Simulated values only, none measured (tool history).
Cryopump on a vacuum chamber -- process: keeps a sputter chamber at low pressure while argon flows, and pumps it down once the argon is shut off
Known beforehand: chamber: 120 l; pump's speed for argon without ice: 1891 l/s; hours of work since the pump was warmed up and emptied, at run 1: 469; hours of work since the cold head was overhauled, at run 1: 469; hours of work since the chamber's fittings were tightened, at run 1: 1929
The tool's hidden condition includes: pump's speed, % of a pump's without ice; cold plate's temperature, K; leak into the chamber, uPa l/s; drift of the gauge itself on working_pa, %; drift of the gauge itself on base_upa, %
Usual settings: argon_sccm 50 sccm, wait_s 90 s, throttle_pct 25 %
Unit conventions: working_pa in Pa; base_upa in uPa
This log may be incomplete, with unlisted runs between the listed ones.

| run | day | argon_sccm | wait_s | throttle_pct | hours of work since the pump was warmed up and emptied | hours of work since the cold head was overhauled | hours of work since the chamber's fittings were tightened | working_pa | base_upa |
|---|---|---|---|---|---|---|---|---|---|
| 1 | 0 | 50 | 90 | 25 | 469 | 469 | 1929 | 0.1847 | 1.06 |
| 2 | 1.75 | 50 | 90 | 25 | 489 | 489 | 1949 | 0.1856 | 1.13 |
| 3 | 3.667 | 50 | 90 | 25 | 511 | 511 | 1971 | 0.1877 | 1.16 |
| 4 | 7.612 | 50 | 90 | 25 | 556 | 556 | 2016 | 0.1868 | 1.14 |
| 5 | 9.917 | 50 | 90 | 25 | 583 | 583 | 2043 | 0.1873 | 1.16 |
| 6 | 11.692 | 33 | 90 | 25 | 603 | 603 | 2063 | 0.123 | 1.2 |
| 7 | 14.062 | 50 | 90 | 38 | 631 | 631 | 2091 | 0.1281 | 1.18 |
| 8 | 17.429 | 50 | 90 | 25 | 669 | 669 | 2129 | 0.1878 | 1.27 |
| 9 | 21.242 | 50 | 90 | 25 | 713 | 713 | 2173 | 0.1897 | 1.3 |
| 10 | 24.546 | 50 | 90 | 25 | 751 | 751 | 2211 | 0.1892 | 1.22 |
| 11 | 27.821 | 50 | 90 | 25 | 789 | 789 | 2249 | 0.1915 | 1.31 |
| 12 | 31.654 | 50 | 90 | 25 | 833 | 833 | 2293 | 0.1937 | 1.31 |
| 13 | 34.283 | 50 | 90 | 25 | 863 | 863 | 2323 | 0.1924 | 1.31 |
| 14 | 36.462 | 59 | 90 | 25 | 888 | 888 | 2348 | 0.2254 | 1.35 |
| 15 | 38.967 | 95 | 90 | 41 | 917 | 917 | 2377 | 0.2347 | 1.35 |
| 16 | 41.538 | 65 | 90 | 41 | 946 | 946 | 2406 | 0.1607 | 1.37 |
| 17 | 44.579 | 65 | 90 | 41 | 981 | 981 | 2441 | 0.1627 | 1.41 |
|  | 45.596 | leaking fittings of the chamber tightened, without venting |
| 18 | 47.242 | 65 | 90 | 25 | 1011 | 1011 | 19 | 0.2551 | 0.62 |
| 19 | 49.35 | 65 | 90 | 25 | 1035 | 1035 | 43 | 0.2542 | 0.65 |
|  | 52.012 | pump warmed up, emptied and cooled again |
| 20 | 52.621 | 65 | 90 | 25 | 7 | 1070 | 78 | 0.2337 | 0.57 |
| 21 | 54.904 | 44 | 98 | 26 | 33 | 1097 | 105 | 0.1525 | 0.57 |
| 22 | 57.017 | 73 | 174 | 22 | 57 | 1121 | 129 | 0.298 | 0.39 |
| 23 | 59.15 | 73 | 22 | 22 | 82 | 1145 | 153 | 0.3003 | 1.81 |
| 24 | 61.921 | 73 | 22 | 22 | 114 | 1177 | 185 | 0.3006 | 1.81 |
| 25 | 65.45 | 24 | 52 | 36 | 154 | 1218 | 226 | 0.0605 | 0.93 |
| 26 | 69.379 | 74 | 34 | 38 | 200 | 1263 | 271 | 0.1785 | 1.28 |
| 27 | 71.967 | 97 | 29 | 36 | 229 | 1293 | 301 | 0.2489 | 1.47 |

Forecast each of these 3 alternatives for the next run:
| A | 74.942 | 50 | 86 | 43 | 263 | 1327 | 335 | ? | ? |
| B | 74.942 | 97 | 29 | 17 | 263 | 1327 | 335 | ? | ? |
| C | 74.942 | 97 | 29 | 16 | 263 | 1327 | 335 | ? | ? |

| run | working_pa | base_upa |
|---|---|---|
| A | 0.1072 | 0.67 |
| B | 0.5181 | 1.48 |
| C | 0.5472 | 1.43 |
With the hidden condition removed and each run's random variation left untouched, the same runs would have given:
| run | working_pa | base_upa |
|---|---|---|
| A | 0.1031 | 0.55 |
| B | 0.5101 | 1.36 |
| C | 0.5392 | 1.31 |
